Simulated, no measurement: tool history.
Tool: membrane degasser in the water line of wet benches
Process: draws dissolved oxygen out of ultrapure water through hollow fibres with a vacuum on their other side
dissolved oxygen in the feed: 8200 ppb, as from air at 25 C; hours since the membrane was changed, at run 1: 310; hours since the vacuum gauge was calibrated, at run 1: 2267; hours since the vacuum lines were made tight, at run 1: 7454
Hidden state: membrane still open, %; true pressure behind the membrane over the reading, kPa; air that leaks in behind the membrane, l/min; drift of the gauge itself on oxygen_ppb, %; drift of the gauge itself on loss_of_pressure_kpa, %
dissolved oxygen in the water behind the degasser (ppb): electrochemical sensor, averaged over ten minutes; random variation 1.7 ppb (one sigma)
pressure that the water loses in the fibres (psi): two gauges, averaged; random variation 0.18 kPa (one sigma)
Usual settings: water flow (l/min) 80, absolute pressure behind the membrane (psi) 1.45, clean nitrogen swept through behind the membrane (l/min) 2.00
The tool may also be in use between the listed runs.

run	hour	water flow (l/min)	absolute pressure behind the membrane (psi)	clean nitrogen swept through behind the membrane (l/min)	hours since the membrane was changed	hours since the vacuum gauge was calibrated	hours since the vacuum lines were made tight	dissolved oxygen in the water behind the degasser (ppb)	pressure that the water loses in the fibres (psi)
1	0.0	80	1.45	2.00	310	2267	7454	625.7	8.199
2	156.4	80	1.45	2.00	466	2423	7610	629.8	8.229
3	309.8	80	1.45	2.00	619	2577	7764	626.1	8.237
4	442.2	80	1.45	2.00	752	2709	7896	630.9	8.240
5	512.7	80	1.45	2.00	822	2780	7966	630.5	8.263
6	593.8	80	1.45	2.00	903	2861	8047	628.8	8.227
7	753.3	80	1.45	2.00	1063	3020	8207	629.1	8.238
8	916.0	126	1.45	2.00	1225	3183	8370	1082.5	12.977
9	1014.2	80	1.45	2.00	1324	3281	8468	627.5	8.282
10	1094.4	49	1.45	2.00	1404	3361	8548	368.2	5.030
11	1262.1	120	1.45	2.00	1572	3529	8716	1028.9	12.415
12	1423.0	120	1.45	2.00	1733	3690	8877	1028.0	12.411
13	1495.6	120	1.45	2.00	1805	3763	8949	1028.8	12.472
14	1584.8	120	1.45	2.00	1894	3852	9038	1026.7	12.375
15	1746.1	80	1.45	2.00	2056	4013	9200	633.1	8.248
16	1877.5	80	1.45	2.79	2187	4144	9331	514.4	8.301
# hour 1939.5: vacuum gauge calibrated
17	1990.2	65	1.39	1.39	2299	51	9443	601.8	6.698
18	2080.8	65	1.39	1.39	2390	141	9534	603.3	6.709
19	2237.7	65	1.48	1.39	2547	298	9691	649.3	6.691
20	2322.0	65	2.87	5.50	2631	382	9775	492.1	6.718
21	2487.8	80	2.29	2.00	2797	548	9941	1019.0	8.314
22	2556.8	60	1.45	4.16	2866	617	10010	260.9	6.212
23	2670.6	60	1.45	4.16	2980	731	10124	263.1	6.209
24	2827.3	60	1.45	4.16	3136	888	10281	261.1	6.184
25	2953.8	60	1.45	4.16	3263	1014	10407	262.3	6.242
26	3032.1	80	1.45	5.62	3341	1093	10485	338.5	8.319
27	3119.5	126	1.74	2.00	3429	1180	10573	1267.1	13.059
28	3258.5	82	1.31	2.00	3568	1319	10712	578.1	8.511
29	3346.9	113	1.26	2.00	3656	1407	10800	847.2	11.787
30	3468.6	91	1.00	2.51	3778	1529	10922	444.4	9.485
31	3622.8	61	1.97	5.81	3932	1683	11076	295.7	6.306
32	3732.6	50	1.45	2.49	4042	1793	11186	315.5	5.208

4 ways to go on from here, each from the tool as it stands after run 32. What would each give?
A	3857.8	104	1.62	2.00	4167	1918	11311	?	?
B	3857.8	80	1.20	2.46	4167	1918	11311	?	?
C	3857.8	59	1.45	4.74	4167	1918	11311	?	?
D	3857.8	61	0.99	1.35	4167	1918	11311	?	?

run	dissolved oxygen in the water behind the degasser (ppb)	pressure that the water loses in the fibres (psi)
A	961.8	10.776
B	452.1	8.364
C	234.2	6.161
D	354.0	6.331
Without the tool's hidden state the same runs would have given:
run	dissolved oxygen in the water behind the degasser (ppb)	pressure that the water loses in the fibres (psi)
A	950.2	10.643
B	443.9	8.261
C	229.6	6.084
D	349.1	6.253
